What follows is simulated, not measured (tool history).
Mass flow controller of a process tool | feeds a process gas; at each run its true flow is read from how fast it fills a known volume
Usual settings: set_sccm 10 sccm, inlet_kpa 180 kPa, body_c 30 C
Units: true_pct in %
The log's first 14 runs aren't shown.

run    hour  set_sccm  inlet_kpa  body_c  hours of work since the controller was set to zero  hours of work since the controller was changed  true_pct
 15  1198.3        10        206      30                                                3589                                            3589     96.79
 16  1288.5        10        206      30                                                3656                                            3656     96.66
 17  1348.9         5        180      30                                                3701                                            3701     93.86
 18  1408.4        10        180      30                                                3745                                            3745     96.61
 19  1511.6        10        180      30                                                3821                                            3821     96.57
 20  1618.4        10        180      30                                                3900                                            3900     96.43
 21    1726        16        148      40                                                3980                                            3980     98.52
 22  1830.2         6        172      23                                                4058                                            4058     93.85
 23  1894.6         6        172      23                                                4105                                            4105     93.95
 24  1994.5         6        172      23                                                4179                                            4179     93.77
 25  2063.1        13        180      39                                                4230                                            4230     97.53
 26  2126.7         4        180      36                                                4277                                            4277     91.96
 27    2180         4        180      36                                                4317                                            4317     91.95
 28  2279.3        10        241      21                                                4391                                            4391     95.61
 29  2388.5        10        241      21                                                4472                                            4472     95.75
     2425.5  -- controller's zero set anew
 30  2502.9         5        178      30                                                  57                                            4556     98.22
 31  2550.5         5        178      30                                                  93                                            4591     98.31
 32  2623.8        16        180      22                                                 147                                            4646     98.89
 33    2689        16        180      22                                                 195                                            4694     98.83
 34  2752.5         7        206      37                                                 243                                            4741     98.58
 35  2845.2        17        206      37                                                 311                                            4810     99.74
 36    2899        11        180      24                                                 351                                            4850     98.31
 37  2957.5         3        180      24                                                 394                                            4893     96.92

Forecast each of these 5 alternatives for the next run:
  A  3054.3         5        157      28                                                 466                                            4965         ?
  B  3054.3        11        205      24                                                 466                                            4965         ?
  C  3054.3        10        215      22                                                 466                                            4965         ?
  D  3054.3         3        180      32                                                 466                                            4965         ?
  E  3054.3        10        161      31                                                 466                                            4965         ?

run  true_pct
  A     97.64
  B     98.33
  C        98
  D     97.11
  E     98.59
Without the tool's hidden state the same runs would have given:
run  true_pct
  A     98.94
  B     99.23
  C     98.94
  D     98.86
  E     99.53
